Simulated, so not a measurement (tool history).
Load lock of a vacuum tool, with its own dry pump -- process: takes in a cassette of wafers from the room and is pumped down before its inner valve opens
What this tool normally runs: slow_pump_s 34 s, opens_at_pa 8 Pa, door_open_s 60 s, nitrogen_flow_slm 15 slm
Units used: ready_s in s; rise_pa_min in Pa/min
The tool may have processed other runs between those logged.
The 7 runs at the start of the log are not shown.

run	hour	slow_pump_s	opens_at_pa	door_open_s	nitrogen_flow_slm	incoming humidity of the room's air, %	ready_s	rise_pa_min
8	989.4	34	8	60	15	45.7	57.1	0.055
9	1067.5	34	8	60	15	45.6	55.6	0.060
10	1234.4	34	8	60	15	46.6	56.1	0.052
11	1328.0	20	8	60	15	45.7	44.8	0.056
12	1459.4	20	8	60	15	46.1	44.8	0.057
13	1539.4	34	8	88	15	43.7	56.0	0.068
14	1656.6	34	8	175	15	39.1	56.1	0.080
15	1808.2	34	8	60	6	45.7	55.8	0.072
16	1975.0	34	8	60	15	46.6	56.0	0.055
17	2065.2	39	15	26	5	44.5	57.9	0.047
18	2248.9	34	7	60	10	45.1	56.9	0.057
19	2366.7	27	8	60	5	47.1	50.9	0.075
20	2470.9	27	8	60	5	45.6	50.1	0.069
21	2611.8	41	16	126	20	49.0	59.7	0.082
22	2728.4	41	16	126	20	47.5	59.3	0.083
23	2879.1	36	8	67	25	43.5	58.0	0.046
24	3016.7	36	8	67	5	43.9	57.2	0.078
25	3134.9	34	9	51	11	44.5	55.7	0.058
26	3254.7	36	6	110	23	45.8	59.2	0.068
27	3356.8	18	10	110	4	42.7	42.2	0.087
28	3496.6	18	6	62	15	46.0	44.3	0.065
29	3602.4	18	6	62	15	46.2	44.5	0.061
30	3749.4	25	6	201	15	42.9	49.9	0.098
31	3841.7	34	12	60	5	43.3	54.1	0.071

Consider 3 possible next runs. They are alternatives, not a sequence: every one starts from the tool as it was left by run 31. What does each give?
A	3971.6	44	6	60	38	45.2	?	?
B	3971.6	20	12	48	7	44.8	?	?
C	3971.6	21	15	60	20	47.7	?	?

run	ready_s	rise_pa_min
A	64.7	0.039
B	43.2	0.058
C	43.8	0.059
Stripped of hidden state, with their random variation kept, the same runs would have yielded:
run	ready_s	rise_pa_min
A	64.7	0.036
B	43.2	0.056
C	43.8	0.057
